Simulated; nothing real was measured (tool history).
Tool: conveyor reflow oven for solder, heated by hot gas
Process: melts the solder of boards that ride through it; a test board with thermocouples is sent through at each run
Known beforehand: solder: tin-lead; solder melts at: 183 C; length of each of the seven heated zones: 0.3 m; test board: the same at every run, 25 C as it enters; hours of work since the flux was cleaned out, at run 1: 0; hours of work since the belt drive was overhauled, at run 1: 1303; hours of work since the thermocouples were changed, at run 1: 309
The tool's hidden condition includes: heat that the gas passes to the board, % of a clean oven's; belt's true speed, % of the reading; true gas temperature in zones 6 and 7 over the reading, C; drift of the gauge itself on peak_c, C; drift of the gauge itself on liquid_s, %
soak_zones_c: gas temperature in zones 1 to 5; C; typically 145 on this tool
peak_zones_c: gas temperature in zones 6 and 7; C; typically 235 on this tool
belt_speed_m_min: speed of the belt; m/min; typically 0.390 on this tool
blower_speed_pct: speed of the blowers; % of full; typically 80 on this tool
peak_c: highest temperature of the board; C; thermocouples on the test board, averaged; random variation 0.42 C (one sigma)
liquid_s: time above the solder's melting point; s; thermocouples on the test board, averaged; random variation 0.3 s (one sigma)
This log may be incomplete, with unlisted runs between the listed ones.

run	hour	soak_zones_c	peak_zones_c	belt_speed_m_min	blower_speed_pct	hours of work since the flux was cleaned out	hours of work since the belt drive was overhauled	hours of work since the thermocouples were changed	peak_c	liquid_s
1	0.0	145	235	0.390	80	0	1303	309	219.1	76.2
2	72.3	145	235	0.390	80	48	1350	357	218.9	76.4
3	124.2	146	235	0.390	80	82	1385	391	217.5	76.3
4	204.5	146	235	0.390	80	135	1438	445	217.7	76.6
5	286.1	145	235	0.390	74	190	1492	499	216.2	73.9
# hour 360.3: flux residue cleaned out of gas plates and filters
6	360.3	151	235	0.390	74	0	1538	545	218.6	79.8
7	425.9	151	223	0.390	74	43	1581	588	208.1	69.2
8	468.3	158	249	0.325	71	72	1609	616	235.5	115.0
9	556.8	135	249	0.426	71	130	1668	675	221.4	68.2
# hour 572.6: belt drive overhauled, speed set with a stopwatch
10	636.4	143	245	0.390	80	180	42	725	224.2	75.8
11	692.3	157	248	0.447	79	217	79	762	223.8	72.4
# hour 724.5: flux residue cleaned out of gas plates and filters
12	734.0	143	248	0.447	54	6	104	786	212.4	55.5
13	801.1	144	235	0.384	54	51	148	831	209.2	62.2

Predict each of these 5 candidate next runs independently; none follows another, all start after run 13:
A	858.4	144	225	0.354	55	89	186	869	?	?
B	858.4	144	235	0.384	53	89	186	869	?	?
C	858.4	145	230	0.390	80	89	186	869	?	?
D	858.4	149	235	0.390	69	89	186	869	?	?
E	858.4	144	244	0.419	54	89	186	869	?	?

run	peak_c	liquid_s
A	203.6	60.8
B	208.6	61.2
C	210.9	66.5
D	213.3	71.1
E	211.5	59.7
Had the tool no hidden state, the same runs would have come out as:
run	peak_c	liquid_s
A	206.9	65.6
B	211.9	65.0
C	214.5	69.9
D	216.8	74.2
E	214.8	63.0

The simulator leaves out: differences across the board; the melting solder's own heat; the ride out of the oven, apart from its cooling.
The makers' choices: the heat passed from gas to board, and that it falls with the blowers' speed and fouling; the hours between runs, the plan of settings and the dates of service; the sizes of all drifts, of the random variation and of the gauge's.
